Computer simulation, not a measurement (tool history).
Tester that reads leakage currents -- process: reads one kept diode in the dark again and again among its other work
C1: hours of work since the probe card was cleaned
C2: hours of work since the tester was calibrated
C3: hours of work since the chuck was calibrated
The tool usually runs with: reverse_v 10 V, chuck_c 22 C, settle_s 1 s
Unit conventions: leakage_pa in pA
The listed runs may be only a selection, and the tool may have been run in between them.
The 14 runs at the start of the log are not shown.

Run 15, hour 425.3: usual settings; C1 831; C2 945; C3 126. Result: leakage_pa 172.8 pA.
Run 16, hour 447: usual settings; C1 844; C2 958; C3 139. Result: leakage_pa 172.77 pA.
Run 17, hour 471.2: usual settings but reverse_v 4.2 V, settle_s 0.48 s; C1 859; C2 973; C3 154. Result: leakage_pa 121.56 pA.
Run 18, hour 499.4: usual settings but chuck_c 27 C; C1 876; C2 990; C3 171. Result: leakage_pa 267.11 pA.
Run 19, hour 543.8: usual settings but reverse_v 9.8 V, chuck_c 57 C, settle_s 1.44 s; C1 904; C2 1017; C3 199. Result: leakage_pa 2871.67 pA.
Run 20, hour 561.9: usual settings but reverse_v 15.3 V, chuck_c 43 C; C1 915; C2 1028; C3 210. Result: leakage_pa 1194.64 pA.
Run 21, hour 595.6: usual settings but reverse_v 15.4 V, chuck_c 29 C; C1 936; C2 1049; C3 230. Result: leakage_pa 380.73 pA.
Run 22, hour 633: usual settings but reverse_v 6.1 V, chuck_c 35 C, settle_s 1.79 s; C1 959; C2 1072; C3 253. Result: leakage_pa 427.56 pA.
Run 23, hour 673.2: usual settings but chuck_c 50 C; C1 983; C2 1097; C3 278. Result: leakage_pa 1723.55 pA.
Run 24, hour 713.1: usual settings but reverse_v 15 V, chuck_c 46 C, settle_s 2.4 s; C1 1008; C2 1121; C3 303. Result: leakage_pa 1494.66 pA.
Run 25, hour 748.1: usual settings but reverse_v 1.2 V, chuck_c 50 C, settle_s 8.72 s; C1 1029; C2 1143; C3 324. Result: leakage_pa 719.48 pA.
Run 26, hour 770.7: usual settings but reverse_v 1.4 V, chuck_c 42 C; C1 1043; C2 1157; C3 338. Result: leakage_pa 414.35 pA.
Run 27, hour 806.7: usual settings but reverse_v 6.5 V, chuck_c 42 C; C1 1065; C2 1179; C3 360. Result: leakage_pa 778.51 pA.

Predict the results of run 28:
Run 28, hour 838: usual settings but reverse_v 9.8 V, chuck_c 42 C; C1 1084; C2 1198; C3 379. Result: leakage_pa ?.

Run 28 came out at leakage_pa 923.43 pA.
Take away the tool's hidden state, keep the run-to-run variation as it was, and the same run would have given leakage_pa 923.83 pA.

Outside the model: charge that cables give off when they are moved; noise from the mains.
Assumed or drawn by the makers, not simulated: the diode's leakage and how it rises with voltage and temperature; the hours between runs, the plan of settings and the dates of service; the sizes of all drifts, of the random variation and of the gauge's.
